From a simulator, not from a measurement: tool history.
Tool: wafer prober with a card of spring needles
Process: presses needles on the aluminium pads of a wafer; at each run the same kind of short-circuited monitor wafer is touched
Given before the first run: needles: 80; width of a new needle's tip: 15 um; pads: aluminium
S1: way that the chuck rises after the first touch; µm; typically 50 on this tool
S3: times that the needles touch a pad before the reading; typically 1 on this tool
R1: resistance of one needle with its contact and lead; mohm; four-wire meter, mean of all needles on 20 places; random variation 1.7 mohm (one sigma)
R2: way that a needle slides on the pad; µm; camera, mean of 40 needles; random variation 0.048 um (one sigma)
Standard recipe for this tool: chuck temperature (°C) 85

{"run": 1, "day": 0.0, "S1": 50, "chuck temperature (°C)": 85, "S3": 1, "R1": 273, "R2": 9.45}
{"day": 0.067, "done": "tips cleaned on abrasive film"}
{"day": 0.371, "done": "tips cleaned on abrasive film"}
{"day": 0.675, "done": "tips cleaned on abrasive film"}
{"day": 0.983, "done": "tips cleaned on abrasive film"}
{"run": 2, "day": 1.158, "S1": 50, "chuck temperature (°C)": 87, "S3": 1, "R1": 272, "R2": 9.41}
{"day": 1.283, "done": "tips cleaned on abrasive film"}
{"day": 1.592, "done": "tips cleaned on abrasive film"}
{"day": 1.838, "done": "tips cleaned on abrasive film"}
{"day": 2.142, "done": "tips cleaned on abrasive film"}
{"day": 2.45, "done": "tips cleaned on abrasive film"}
{"run": 3, "day": 2.625, "S1": 65, "chuck temperature (°C)": 85, "S3": 1, "R1": 227, "R2": 12.11}
{"day": 2.75, "done": "tips cleaned on abrasive film"}
{"day": 3.054, "done": "tips cleaned on abrasive film"}
{"day": 3.3, "done": "tips cleaned on abrasive film"}
{"run": 4, "day": 3.329, "S1": 65, "chuck temperature (°C)": 85, "S3": 1, "R1": 185, "R2": 12.11}
{"day": 3.575, "done": "tips cleaned on abrasive film"}
{"day": 3.821, "done": "tips cleaned on abrasive film"}
{"run": 5, "day": 4.062, "S1": 50, "chuck temperature (°C)": 85, "S3": 1, "R1": 300, "R2": 9.22}
{"day": 4.125, "done": "tips cleaned on abrasive film"}
{"day": 4.433, "done": "tips cleaned on abrasive film"}
{"day": 4.721, "done": "tips cleaned on abrasive film"}
{"run": 6, "day": 4.721, "S1": 50, "chuck temperature (°C)": 85, "S3": 1, "R1": 190, "R2": 9.21}
{"day": 5.025, "done": "tips cleaned on abrasive film"}
{"day": 5.333, "done": "tips cleaned on abrasive film"}
{"day": 5.579, "done": "tips cleaned on abrasive film"}
{"run": 7, "day": 5.7, "S1": 46, "chuck temperature (°C)": 85, "S3": 1, "R1": 270, "R2": 8.39}
{"day": 5.883, "done": "tips cleaned on abrasive film"}
{"day": 6.129, "done": "tips cleaned on abrasive film"}
{"day": 6.438, "done": "tips cleaned on abrasive film"}
{"run": 8, "day": 6.492, "S1": 46, "chuck temperature (°C)": 85, "S3": 1, "R1": 242, "R2": 8.34}
{"day": 6.738, "done": "tips cleaned on abrasive film"}
{"day": 6.983, "done": "tips cleaned on abrasive film"}
{"day": 7.292, "done": "tips cleaned on abrasive film"}
{"run": 9, "day": 7.525, "S1": 50, "chuck temperature (°C)": 85, "S3": 1, "R1": 323, "R2": 9.13}
{"day": 7.592, "done": "tips cleaned on abrasive film"}
{"day": 7.604, "done": "height of the first contact set anew"}
{"day": 7.908, "done": "tips cleaned on abrasive film"}
{"day": 8.212, "done": "tips cleaned on abrasive film"}
{"run": 10, "day": 8.225, "S1": 35, "chuck temperature (°C)": 85, "S3": 1, "R1": 231, "R2": 6.05}
{"day": 8.471, "done": "tips cleaned on abrasive film"}
{"day": 8.717, "done": "tips cleaned on abrasive film"}
{"day": 9.021, "done": "tips cleaned on abrasive film"}
{"day": 9.329, "done": "tips cleaned on abrasive film"}
{"run": 11, "day": 9.383, "S1": 50, "chuck temperature (°C)": 85, "S3": 1, "R1": 231, "R2": 8.7}
{"day": 9.629, "done": "tips cleaned on abrasive film"}
{"day": 9.938, "done": "tips cleaned on abrasive film"}
{"day": 10.129, "done": "height of the first contact set anew, once more"}
{"day": 10.254, "done": "tips cleaned on abrasive film"}
{"run": 12, "day": 10.321, "S1": 50, "chuck temperature (°C)": 85, "S3": 1, "R1": 228, "R2": 9.58}
{"day": 10.504, "done": "tips cleaned on abrasive film"}
{"day": 10.812, "done": "tips cleaned on abrasive film"}
{"run": 13, "day": 10.929, "S1": 50, "chuck temperature (°C)": 42, "S3": 1, "R1": 238, "R2": 9.43}
{"day": 11.108, "done": "tips cleaned on abrasive film"}
{"day": 11.354, "done": "tips cleaned on abrasive film"}
{"day": 11.604, "done": "tips cleaned on abrasive film"}
{"run": 14, "day": 11.604, "S1": 50, "chuck temperature (°C)": 42, "S3": 1, "R1": 175, "R2": 9.42}
{"day": 11.912, "done": "tips cleaned on abrasive film"}
{"day": 12.204, "done": "tips cleaned on abrasive film"}
{"run": 15, "day": 12.204, "S1": 44, "chuck temperature (°C)": 51, "S3": 1, "R1": 186, "R2": 8.3}
{"day": 12.45, "done": "tips cleaned on abrasive film"}
{"day": 12.758, "done": "tips cleaned on abrasive film"}
{"day": 13.062, "done": "tips cleaned on abrasive film"}
{"run": 16, "day": 13.275, "S1": 51, "chuck temperature (°C)": 85, "S3": 1, "R1": 293, "R2": 9.55}
{"day": 13.338, "done": "tips cleaned on abrasive film"}
{"day": 13.646, "done": "tips cleaned on abrasive film"}
{"day": 13.892, "done": "tips cleaned on abrasive film"}
{"run": 17, "day": 14.046, "S1": 64, "chuck temperature (°C)": 85, "S3": 1, "R1": 238, "R2": 11.96}
{"day": 14.171, "done": "tips cleaned on abrasive film"}
{"day": 14.479, "done": "tips cleaned on abrasive film"}
{"day": 14.721, "done": "tips cleaned on abrasive film"}
{"day": 15.017, "done": "tips cleaned on abrasive film"}
{"run": 18, "day": 15.017, "S1": 50, "chuck temperature (°C)": 85, "S3": 2, "R1": 183, "R2": 9.2}
{"day": 15.321, "done": "tips cleaned on abrasive film"}
{"day": 15.567, "done": "tips cleaned on abrasive film"}
{"run": 19, "day": 15.792, "S1": 61, "chuck temperature (°C)": 77, "S3": 2, "R1": 222, "R2": 11.29}
{"day": 15.854, "done": "tips cleaned on abrasive film"}
{"day": 16.162, "done": "tips cleaned on abrasive film"}
{"day": 16.467, "done": "tips cleaned on abrasive film"}
{"run": 20, "day": 16.662, "S1": 31, "chuck temperature (°C)": 34, "S3": 1, "R1": 545, "R2": 5.58}
{"day": 16.729, "done": "tips cleaned on abrasive film"}
{"day": 17.033, "done": "tips cleaned on abrasive film"}
{"day": 17.342, "done": "tips cleaned on abrasive film"}
{"day": 17.646, "done": "tips cleaned on abrasive film"}
{"day": 17.917, "done": "tips cleaned on abrasive film"}
{"run": 21, "day": 17.917, "S1": 48, "chuck temperature (°C)": 34, "S3": 1, "R1": 179, "R2": 8.69}
{"day": 18.221, "done": "tips cleaned on abrasive film"}
{"day": 18.529, "done": "tips cleaned on abrasive film"}
{"run": 22, "day": 18.683, "S1": 48, "chuck temperature (°C)": 34, "S3": 1, "R1": 287, "R2": 8.61}
{"day": 18.808, "done": "tips cleaned on abrasive film"}
{"day": 19.112, "done": "tips cleaned on abrasive film"}
{"day": 19.421, "done": "tips cleaned on abrasive film"}
{"run": 23, "day": 19.567, "S1": 48, "chuck temperature (°C)": 34, "S3": 1, "R1": 292, "R2": 8.65}
{"day": 19.692, "done": "tips cleaned on abrasive film"}
{"day": 19.938, "done": "tips cleaned on abrasive film"}
{"day": 20.188, "done": "tips cleaned on abrasive film"}
{"run": 24, "day": 20.188, "S1": 48, "chuck temperature (°C)": 34, "S3": 1, "R1": 189, "R2": 8.58}
{"day": 20.496, "done": "tips cleaned on abrasive film"}
{"day": 20.742, "done": "tips cleaned on abrasive film"}
{"day": 21.046, "done": "tips cleaned on abrasive film"}
{"day": 21.354, "done": "tips cleaned on abrasive film"}
{"run": 25, "day": 21.438, "S1": 48, "chuck temperature (°C)": 34, "S3": 1, "R1": 259, "R2": 8.6}

What will run 26 give?
{"day": 21.621, "done": "tips cleaned on abrasive film"}
{"day": 21.929, "done": "tips cleaned on abrasive film"}
{"day": 22.233, "done": "tips cleaned on abrasive film"}
{"day": 22.538, "done": "tips cleaned on abrasive film"}
{"run": 26, "day": 22.596, "S1": 37, "chuck temperature (°C)": 38, "S3": 1, "R1": "?", "R2": "?"}

{"run 26": {"R1": 308, "R2": 6.4}}
Had the tool carried no hidden state, the very same run would have given R1 168 mohm, R2 7.06 µm.
